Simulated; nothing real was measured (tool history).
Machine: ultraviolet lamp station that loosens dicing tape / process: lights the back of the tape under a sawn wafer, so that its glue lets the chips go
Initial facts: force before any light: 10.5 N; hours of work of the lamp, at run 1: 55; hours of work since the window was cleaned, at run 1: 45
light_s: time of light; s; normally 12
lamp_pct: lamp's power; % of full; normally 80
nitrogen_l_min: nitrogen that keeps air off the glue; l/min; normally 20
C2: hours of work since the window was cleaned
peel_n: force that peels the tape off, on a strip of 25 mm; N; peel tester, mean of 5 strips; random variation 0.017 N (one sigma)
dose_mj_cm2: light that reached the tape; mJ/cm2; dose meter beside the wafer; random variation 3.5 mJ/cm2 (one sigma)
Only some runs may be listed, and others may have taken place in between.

{"run": 1, "hour": 0.0, "light_s": 12, "lamp_pct": 80, "nitrogen_l_min": 20, "hours of work of the lamp": 55, "C2": 45, "peel_n": 0.947, "dose_mj_cm2": 539}
{"run": 2, "hour": 9.7, "light_s": 12, "lamp_pct": 80, "nitrogen_l_min": 20, "hours of work of the lamp": 59, "C2": 48, "peel_n": 0.933, "dose_mj_cm2": 548}
{"run": 3, "hour": 15.7, "light_s": 12, "lamp_pct": 80, "nitrogen_l_min": 20, "hours of work of the lamp": 62, "C2": 51, "peel_n": 0.911, "dose_mj_cm2": 536}
{"run": 4, "hour": 21.7, "light_s": 12, "lamp_pct": 80, "nitrogen_l_min": 20, "hours of work of the lamp": 64, "C2": 53, "peel_n": 0.94, "dose_mj_cm2": 537}
{"run": 5, "hour": 31.8, "light_s": 12, "lamp_pct": 80, "nitrogen_l_min": 20, "hours of work of the lamp": 68, "C2": 57, "peel_n": 0.951, "dose_mj_cm2": 535}
{"run": 6, "hour": 45.6, "light_s": 12, "lamp_pct": 80, "nitrogen_l_min": 20, "hours of work of the lamp": 74, "C2": 63, "peel_n": 0.943, "dose_mj_cm2": 534}
{"run": 7, "hour": 51.7, "light_s": 12, "lamp_pct": 80, "nitrogen_l_min": 20, "hours of work of the lamp": 76, "C2": 65, "peel_n": 0.959, "dose_mj_cm2": 530}
{"run": 8, "hour": 64.3, "light_s": 12, "lamp_pct": 80, "nitrogen_l_min": 20, "hours of work of the lamp": 81, "C2": 70, "peel_n": 0.993, "dose_mj_cm2": 531}
{"run": 9, "hour": 73.0, "light_s": 12, "lamp_pct": 80, "nitrogen_l_min": 20, "hours of work of the lamp": 85, "C2": 74, "peel_n": 0.998, "dose_mj_cm2": 523}
{"run": 10, "hour": 81.4, "light_s": 12, "lamp_pct": 80, "nitrogen_l_min": 20, "hours of work of the lamp": 88, "C2": 77, "peel_n": 1.011, "dose_mj_cm2": 526}
{"run": 11, "hour": 88.9, "light_s": 12, "lamp_pct": 80, "nitrogen_l_min": 20, "hours of work of the lamp": 91, "C2": 80, "peel_n": 1.011, "dose_mj_cm2": 520}
{"run": 12, "hour": 103.5, "light_s": 12, "lamp_pct": 80, "nitrogen_l_min": 20, "hours of work of the lamp": 97, "C2": 86, "peel_n": 1.023, "dose_mj_cm2": 516}
{"run": 13, "hour": 112.9, "light_s": 21, "lamp_pct": 66, "nitrogen_l_min": 29, "hours of work of the lamp": 101, "C2": 90, "peel_n": 0.381, "dose_mj_cm2": 748}
{"run": 14, "hour": 121.2, "light_s": 11, "lamp_pct": 65, "nitrogen_l_min": 23, "hours of work of the lamp": 104, "C2": 94, "peel_n": 1.616, "dose_mj_cm2": 382}
{"run": 15, "hour": 129.2, "light_s": 12, "lamp_pct": 85, "nitrogen_l_min": 20, "hours of work of the lamp": 108, "C2": 97, "peel_n": 0.905, "dose_mj_cm2": 539}
{"run": 16, "hour": 141.7, "light_s": 12, "lamp_pct": 85, "nitrogen_l_min": 20, "hours of work of the lamp": 113, "C2": 102, "peel_n": 0.936, "dose_mj_cm2": 546}
{"run": 17, "hour": 149.3, "light_s": 12, "lamp_pct": 85, "nitrogen_l_min": 20, "hours of work of the lamp": 116, "C2": 105, "peel_n": 0.928, "dose_mj_cm2": 539}
{"run": 18, "hour": 156.1, "light_s": 12, "lamp_pct": 63, "nitrogen_l_min": 20, "hours of work of the lamp": 119, "C2": 108, "peel_n": 1.67, "dose_mj_cm2": 401}
{"run": 19, "hour": 170.0, "light_s": 12, "lamp_pct": 69, "nitrogen_l_min": 14, "hours of work of the lamp": 124, "C2": 113, "peel_n": 1.768, "dose_mj_cm2": 430}
{"run": 20, "hour": 181.6, "light_s": 23, "lamp_pct": 64, "nitrogen_l_min": 12, "hours of work of the lamp": 129, "C2": 118, "peel_n": 0.636, "dose_mj_cm2": 764}
{"run": 21, "hour": 191.4, "light_s": 6, "lamp_pct": 72, "nitrogen_l_min": 20, "hours of work of the lamp": 133, "C2": 122, "peel_n": 3.61, "dose_mj_cm2": 221}
{"run": 22, "hour": 197.5, "light_s": 6, "lamp_pct": 78, "nitrogen_l_min": 17, "hours of work of the lamp": 135, "C2": 124, "peel_n": 3.6, "dose_mj_cm2": 242}
{"run": 23, "hour": 206.2, "light_s": 6, "lamp_pct": 78, "nitrogen_l_min": 17, "hours of work of the lamp": 139, "C2": 128, "peel_n": 3.573, "dose_mj_cm2": 241}

Forecast each of these 4 alternatives for the next run:
{"run": "A", "hour": 213.7, "light_s": 6, "lamp_pct": 84, "nitrogen_l_min": 17, "hours of work of the lamp": 142, "C2": 131, "peel_n": "?", "dose_mj_cm2": "?"}
{"run": "B", "hour": 213.7, "light_s": 8, "lamp_pct": 93, "nitrogen_l_min": 25, "hours of work of the lamp": 142, "C2": 131, "peel_n": "?", "dose_mj_cm2": "?"}
{"run": "C", "hour": 213.7, "light_s": 8, "lamp_pct": 78, "nitrogen_l_min": 17, "hours of work of the lamp": 142, "C2": 131, "peel_n": "?", "dose_mj_cm2": "?"}
{"run": "D", "hour": 213.7, "light_s": 10, "lamp_pct": 80, "nitrogen_l_min": 13, "hours of work of the lamp": 142, "C2": 131, "peel_n": "?", "dose_mj_cm2": "?"}

run=A peel_n=3.253 dose_mj_cm2=259
run=B peel_n=1.608 dose_mj_cm2=382
run=C peel_n=2.575 dose_mj_cm2=320
run=D peel_n=2.011 dose_mj_cm2=412
With the hidden condition removed and each run's random variation left untouched, the same runs would have given:
run=A peel_n=2.639 dose_mj_cm2=307
run=B peel_n=1.168 dose_mj_cm2=453
run=C peel_n=2 dose_mj_cm2=380
run=D peel_n=1.51 dose_mj_cm2=489
